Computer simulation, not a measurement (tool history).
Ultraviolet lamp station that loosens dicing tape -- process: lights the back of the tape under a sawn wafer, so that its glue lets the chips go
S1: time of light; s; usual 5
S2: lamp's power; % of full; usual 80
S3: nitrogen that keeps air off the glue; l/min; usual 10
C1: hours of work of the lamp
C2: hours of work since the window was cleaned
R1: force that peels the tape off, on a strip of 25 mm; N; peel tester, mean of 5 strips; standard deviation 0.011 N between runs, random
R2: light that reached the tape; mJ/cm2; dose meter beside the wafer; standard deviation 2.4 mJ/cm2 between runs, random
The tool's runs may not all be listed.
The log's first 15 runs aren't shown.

run 16 hour=919.7 | S1=5 S2=80 S3=4 | C1=659 C2=39 | R1=1.093 R2=276
run 17 hour=985.1 | S1=5 S2=80 S3=10 | C1=692 C2=72 | R1=0.457 R2=273
run 18 hour=1069.8 | S1=5 S2=80 S3=10 | C1=735 C2=115 | R1=0.459 R2=279
run 19 hour=1149.1 | S1=5 S2=89 S3=10 | C1=775 C2=155 | R1=0.375 R2=306
run 20 hour=1229.9 | S1=5 S2=89 S3=10 | C1=816 C2=196 | R1=0.384 R2=301
run 21 hour=1269.4 | S1=9 S2=87 S3=17 | C1=835 C2=215 | R1=0.171 R2=536
run 22 hour=1336.1 | S1=9 S2=87 S3=17 | C1=869 C2=249 | R1=0.177 R2=534
run 23 hour=1419.3 | S1=9 S2=87 S3=17 | C1=911 C2=291 | R1=0.179 R2=541
run 24 hour=1498.9 | S1=2 S2=88 S3=5 | C1=951 C2=331 | R1=3.362 R2=118
run 25 hour=1540.5 | S1=2 S2=88 S3=5 | C1=972 C2=352 | R1=3.347 R2=120
run 26 hour=1621.3 | S1=2 S2=88 S3=5 | C1=1013 C2=393 | R1=3.409 R2=121
-- hour=1675.7 window cleaned of glue's vapour
run 27 hour=1698.3 | S1=7 S2=86 S3=17 | C1=1051 C2=11 | R1=0.193 R2=410
run 28 hour=1762.5 | S1=3 S2=65 S3=17 | C1=1084 C2=44 | R1=1.454 R2=133
run 29 hour=1841.5 | S1=4 S2=99 S3=17 | C1=1123 C2=84 | R1=0.327 R2=273
run 30 hour=1903.9 | S1=4 S2=99 S3=17 | C1=1155 C2=115 | R1=0.333 R2=269
run 31 hour=1949.4 | S1=4 S2=70 S3=10 | C1=1178 C2=138 | R1=1.055 R2=190
run 32 hour=2013.1 | S1=2 S2=64 S3=10 | C1=1210 C2=170 | R1=3.508 R2=88
run 33 hour=2051.2 | S1=2 S2=83 S3=10 | C1=1229 C2=189 | R1=2.615 R2=112
run 34 hour=2101.1 | S1=3 S2=85 S3=5 | C1=1254 C2=214 | R1=2.038 R2=174
run 35 hour=2181.5 | S1=5 S2=91 S3=6 | C1=1295 C2=255 | R1=0.554 R2=309
run 36 hour=2235.9 | S1=5 S2=91 S3=6 | C1=1322 C2=282 | R1=0.539 R2=319
run 37 hour=2286.9 | S1=5 S2=97 S3=10 | C1=1348 C2=308 | R1=0.320 R2=331
run 38 hour=2348.9 | S1=5 S2=93 S3=4 | C1=1379 C2=339 | R1=0.796 R2=315
run 39 hour=2414.8 | S1=4 S2=80 S3=10 | C1=1412 C2=372 | R1=0.779 R2=217
-- hour=2423.9 lamp changed
run 40 hour=2458.3 | S1=5 S2=62 S3=10 | C1=17 C2=394 | R1=0.843 R2=215

Here are 4 independent what-if runs from the current tool condition. What would each one return?
-- hour=2508.3 window cleaned of glue's vapour
run A hour=2532.0 | S1=5 S2=77 S3=10 | C1=54 C2=12 | R1=? R2=?
-- hour=2508.3 window cleaned of glue's vapour
run B hour=2532.0 | S1=7 S2=62 S3=7 | C1=54 C2=12 | R1=? R2=?
-- hour=2508.3 window cleaned of glue's vapour
run C hour=2532.0 | S1=8 S2=65 S3=15 | C1=54 C2=12 | R1=? R2=?
-- hour=2508.3 window cleaned of glue's vapour
run D hour=2532.0 | S1=4 S2=62 S3=10 | C1=54 C2=12 | R1=? R2=?

run=A R1=0.526 R2=269
run=B R1=0.557 R2=295
run=C R1=0.232 R2=355
run=D R1=1.267 R2=168
The same runs, with their run-to-run variation unchanged, on a tool lacking any hidden condition would have given:
run=A R1=0.526 R2=269
run=B R1=0.556 R2=295
run=C R1=0.232 R2=355
run=D R1=1.265 R2=168
